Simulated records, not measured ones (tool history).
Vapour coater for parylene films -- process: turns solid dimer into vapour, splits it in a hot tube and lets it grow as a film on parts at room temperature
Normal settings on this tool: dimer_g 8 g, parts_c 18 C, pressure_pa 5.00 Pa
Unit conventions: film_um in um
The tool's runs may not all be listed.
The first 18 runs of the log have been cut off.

{"run": 19, "hour": 1050.1, "dimer_g": 8, "parts_c": 18, "pressure_pa": 3.35, "film_um": 1.54}
{"run": 20, "hour": 1108.1, "dimer_g": 12, "parts_c": 16, "pressure_pa": 4.0, "film_um": 2.31}
{"run": 21, "hour": 1152.9, "dimer_g": 12, "parts_c": 16, "pressure_pa": 4.0, "film_um": 2.32}
{"run": 22, "hour": 1219.0, "dimer_g": 12, "parts_c": 17, "pressure_pa": 7.43, "film_um": 2.04}
{"run": 23, "hour": 1285.4, "dimer_g": 5, "parts_c": 14, "pressure_pa": 7.43, "film_um": 0.94}
{"run": 24, "hour": 1333.6, "dimer_g": 5, "parts_c": 14, "pressure_pa": 7.43, "film_um": 0.95}
{"hour": 1366.6, "done": "trap's valve overhauled"}
{"run": 25, "hour": 1406.6, "dimer_g": 5, "parts_c": 14, "pressure_pa": 7.43, "film_um": 0.92}
{"run": 26, "hour": 1456.1, "dimer_g": 12, "parts_c": 14, "pressure_pa": 2.04, "film_um": 2.82}
{"run": 27, "hour": 1512.0, "dimer_g": 4, "parts_c": 18, "pressure_pa": 5.0, "film_um": 0.74}
{"run": 28, "hour": 1574.8, "dimer_g": 4, "parts_c": 18, "pressure_pa": 5.0, "film_um": 0.72}
{"run": 29, "hour": 1640.5, "dimer_g": 4, "parts_c": 18, "pressure_pa": 5.0, "film_um": 0.73}
{"run": 30, "hour": 1707.6, "dimer_g": 4, "parts_c": 18, "pressure_pa": 5.0, "film_um": 0.7}
{"run": 31, "hour": 1782.2, "dimer_g": 4, "parts_c": 18, "pressure_pa": 5.0, "film_um": 0.72}
{"hour": 1803.7, "done": "trap's valve overhauled"}
{"run": 32, "hour": 1865.3, "dimer_g": 4, "parts_c": 18, "pressure_pa": 5.0, "film_um": 0.75}

Forecast each of these 4 alternatives for the next run:
{"run": "A", "hour": 1947.7, "dimer_g": 10, "parts_c": 14, "pressure_pa": 6.27, "film_um": "?"}
{"run": "B", "hour": 1947.7, "dimer_g": 8, "parts_c": 14, "pressure_pa": 9.06, "film_um": "?"}
{"run": "C", "hour": 1947.7, "dimer_g": 4, "parts_c": 24, "pressure_pa": 5.39, "film_um": "?"}
{"run": "D", "hour": 1947.7, "dimer_g": 5, "parts_c": 18, "pressure_pa": 5.0, "film_um": "?"}

run=A film_um=1.91
run=B film_um=1.44
run=C film_um=0.62
run=D film_um=0.88
With the hidden condition removed and each run's random variation left untouched, the same runs would have given:
run=A film_um=1.91
run=B film_um=1.44
run=C film_um=0.62
run=D film_um=0.88
